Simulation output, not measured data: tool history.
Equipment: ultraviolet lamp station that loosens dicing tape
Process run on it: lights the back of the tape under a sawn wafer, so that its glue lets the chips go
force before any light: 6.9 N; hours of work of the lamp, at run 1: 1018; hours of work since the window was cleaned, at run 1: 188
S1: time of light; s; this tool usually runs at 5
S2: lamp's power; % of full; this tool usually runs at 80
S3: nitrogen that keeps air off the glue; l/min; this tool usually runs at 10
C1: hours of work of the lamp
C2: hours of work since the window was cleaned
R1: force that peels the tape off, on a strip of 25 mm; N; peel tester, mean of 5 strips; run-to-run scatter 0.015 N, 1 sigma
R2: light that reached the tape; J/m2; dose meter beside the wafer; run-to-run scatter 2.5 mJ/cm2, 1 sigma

{"run": 1, "day": 0.0, "S1": 5, "S2": 80, "S3": 10, "C1": 1018, "C2": 188, "R1": 1.294, "R2": 2100}
{"run": 2, "day": 2.229, "S1": 4, "S2": 80, "S3": 10, "C1": 1049, "C2": 220, "R1": 1.855, "R2": 1600}
{"run": 3, "day": 3.558, "S1": 4, "S2": 80, "S3": 10, "C1": 1068, "C2": 239, "R1": 1.931, "R2": 1610}
{"run": 4, "day": 4.712, "S1": 4, "S2": 80, "S3": 10, "C1": 1085, "C2": 255, "R1": 1.929, "R2": 1570}
{"run": 5, "day": 5.783, "S1": 5, "S2": 80, "S3": 10, "C1": 1100, "C2": 270, "R1": 1.458, "R2": 1970}
{"run": 6, "day": 6.862, "S1": 5, "S2": 80, "S3": 10, "C1": 1115, "C2": 285, "R1": 1.432, "R2": 1980}
{"run": 7, "day": 7.817, "S1": 5, "S2": 80, "S3": 10, "C1": 1129, "C2": 299, "R1": 1.523, "R2": 1920}
{"run": 8, "day": 9.329, "S1": 5, "S2": 80, "S3": 6, "C1": 1150, "C2": 320, "R1": 1.943, "R2": 1880}
{"run": 9, "day": 10.471, "S1": 5, "S2": 80, "S3": 6, "C1": 1166, "C2": 337, "R1": 1.997, "R2": 1880}
{"run": 10, "day": 12.512, "S1": 5, "S2": 80, "S3": 6, "C1": 1195, "C2": 365, "R1": 1.986, "R2": 1830}
{"run": 11, "day": 14.217, "S1": 5, "S2": 71, "S3": 10, "C1": 1219, "C2": 390, "R1": 1.842, "R2": 1620}
{"day": 14.429, "done": "window cleaned of glue's vapour"}
{"day": 15.212, "done": "lamp changed"}
{"run": 12, "day": 16.067, "S1": 5, "S2": 71, "S3": 10, "C1": 12, "C2": 23, "R1": 1.219, "R2": 2240}
{"run": 13, "day": 18.183, "S1": 5, "S2": 87, "S3": 10, "C1": 42, "C2": 53, "R1": 0.898, "R2": 2720}
{"run": 14, "day": 19.25, "S1": 5, "S2": 87, "S3": 10, "C1": 57, "C2": 68, "R1": 0.908, "R2": 2670}
{"run": 15, "day": 20.271, "S1": 5, "S2": 87, "S3": 10, "C1": 72, "C2": 82, "R1": 0.915, "R2": 2690}
{"run": 16, "day": 21.754, "S1": 4, "S2": 80, "S3": 7, "C1": 93, "C2": 103, "R1": 1.743, "R2": 1940}
{"run": 17, "day": 23.196, "S1": 4, "S2": 80, "S3": 3, "C1": 113, "C2": 124, "R1": 2.507, "R2": 1890}
{"day": 23.412, "done": "window cleaned of glue's vapour, once more"}
{"run": 18, "day": 24.446, "S1": 4, "S2": 80, "S3": 3, "C1": 130, "C2": 15, "R1": 2.14, "R2": 2260}
{"run": 19, "day": 26.179, "S1": 4, "S2": 96, "S3": 7, "C1": 155, "C2": 39, "R1": 1.086, "R2": 2660}
{"run": 20, "day": 28.379, "S1": 4, "S2": 96, "S3": 7, "C1": 186, "C2": 70, "R1": 1.155, "R2": 2580}
{"run": 21, "day": 29.454, "S1": 4, "S2": 96, "S3": 7, "C1": 201, "C2": 86, "R1": 1.125, "R2": 2600}
{"run": 22, "day": 31.383, "S1": 5, "S2": 80, "S3": 12, "C1": 229, "C2": 113, "R1": 0.785, "R2": 2630}
{"run": 23, "day": 33.021, "S1": 5, "S2": 80, "S3": 12, "C1": 252, "C2": 136, "R1": 0.813, "R2": 2650}
{"run": 24, "day": 34.371, "S1": 3, "S2": 80, "S3": 4, "C1": 271, "C2": 155, "R1": 2.835, "R2": 1550}
{"run": 25, "day": 36.038, "S1": 8, "S2": 88, "S3": 15, "C1": 295, "C2": 179, "R1": 0.282, "R2": 4480}
{"run": 26, "day": 37.654, "S1": 8, "S2": 88, "S3": 15, "C1": 318, "C2": 202, "R1": 0.288, "R2": 4480}
{"run": 27, "day": 39.683, "S1": 4, "S2": 82, "S3": 10, "C1": 346, "C2": 230, "R1": 1.374, "R2": 2060}
{"run": 28, "day": 41.304, "S1": 4, "S2": 82, "S3": 10, "C1": 369, "C2": 253, "R1": 1.39, "R2": 2030}
{"run": 29, "day": 43.383, "S1": 4, "S2": 82, "S3": 5, "C1": 399, "C2": 283, "R1": 1.968, "R2": 1970}

What if the next run were any one of these 5? Each begins from the tool's condition after run 29:
{"run": "A", "day": 44.542, "S1": 9, "S2": 70, "S3": 16, "C1": 415, "C2": 299, "R1": "?", "R2": "?"}
{"run": "B", "day": 44.542, "S1": 4, "S2": 69, "S3": 5, "C1": 415, "C2": 299, "R1": "?", "R2": "?"}
{"run": "C", "day": 44.542, "S1": 6, "S2": 85, "S3": 18, "C1": 415, "C2": 299, "R1": "?", "R2": "?"}
{"run": "D", "day": 44.542, "S1": 2, "S2": 80, "S3": 10, "C1": 415, "C2": 299, "R1": "?", "R2": "?"}
{"run": "E", "day": 44.542, "S1": 4, "S2": 66, "S3": 5, "C1": 415, "C2": 299, "R1": "?", "R2": "?"}

run=A R1=0.361 R2=3770
run=B R1=2.4 R2=1660
run=C R1=0.489 R2=3110
run=D R1=3.144 R2=940
run=E R1=2.528 R2=1610
Take away the tool's hidden state, keep each run's random variation, and the runs would have read:
run=A R1=0.266 R2=4670
run=B R1=1.895 R2=2060
run=C R1=0.337 R2=3850
run=D R1=2.623 R2=1170
run=E R1=2.015 R2=1990
